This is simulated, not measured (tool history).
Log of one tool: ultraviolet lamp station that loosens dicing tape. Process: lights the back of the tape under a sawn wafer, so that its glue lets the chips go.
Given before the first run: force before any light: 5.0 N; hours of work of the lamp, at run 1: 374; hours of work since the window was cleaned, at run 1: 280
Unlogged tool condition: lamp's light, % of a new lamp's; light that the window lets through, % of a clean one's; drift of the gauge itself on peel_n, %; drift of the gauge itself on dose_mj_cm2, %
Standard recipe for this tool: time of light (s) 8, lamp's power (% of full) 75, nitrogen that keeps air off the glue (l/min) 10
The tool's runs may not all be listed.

run   hour  time of light (s)  lamp's power (% of full)  nitrogen that keeps air off the glue (l/min)  hours of work of the lamp  hours of work since the window was cleaned  force that peels the tape off (N)  light that reached the tape (mJ/cm²)
  1      0                  8                        75                                            10                        374                                         280                              0.568                                   283
  2   16.5                  8                        75                                            10                        387                                         294                              0.564                                   285
  3   36.4                  8                        75                                            10                        403                                         309                              0.574                                   280
  4   56.9                 10                        75                                            10                        419                                         326                              0.364                                   346
  5   84.7                  8                        75                                            10                        441                                         348                               0.62                                   272
      87.9  -- window cleaned of glue's vapour
  6  101.5                  8                        69                                            10                        454                                          11                              0.699                                   242
  7  124.4                  8                        94                                            12                        472                                          29                              0.347                                   332
  8  153.2                  5                        75                                             9                        495                                          52                              1.424                                   161
  9  166.8                  6                        60                                             4                        506                                          63                              2.038                                   158
 10  183.4                  5                        89                                             4                        519                                          76                              1.687                                   188
 11  211.2                  5                        89                                             4                        542                                          98                              1.673                                   183
 12  229.3                  5                        89                                             4                        556                                         113                              1.745                                   181

5 options for the next run, each taken on its own from the tool as it stands now. Forecast them:
  A  249.5                  8                        94                                            10                        572                                         129                                  ?                                     ?
  B  249.5                  5                        88                                             8                        572                                         129                                  ?                                     ?
  C  249.5                 13                        75                                            10                        572                                         129                                  ?                                     ?
  D  249.5                  5                        69                                            16                        572                                         129                                  ?                                     ?
  E  249.5                 13                        95                                            14                        572                                         129                                  ?                                     ?

run  force that peels the tape off (N)  light that reached the tape (mJ/cm²)
  A                              0.449                                   309
  B                              1.273                                   180
  C                              0.256                                   404
  D                              1.369                                   144
  E                               0.14                                   519
The same runs, with their run-to-run variation unchanged, on a tool lacking any hidden condition would have given:
run  force that peels the tape off (N)  light that reached the tape (mJ/cm²)
  A                              0.222                                   429
  B                              0.775                                   250
  C                              0.132                                   559
  D                              0.843                                   200
  E                              0.102                                   718
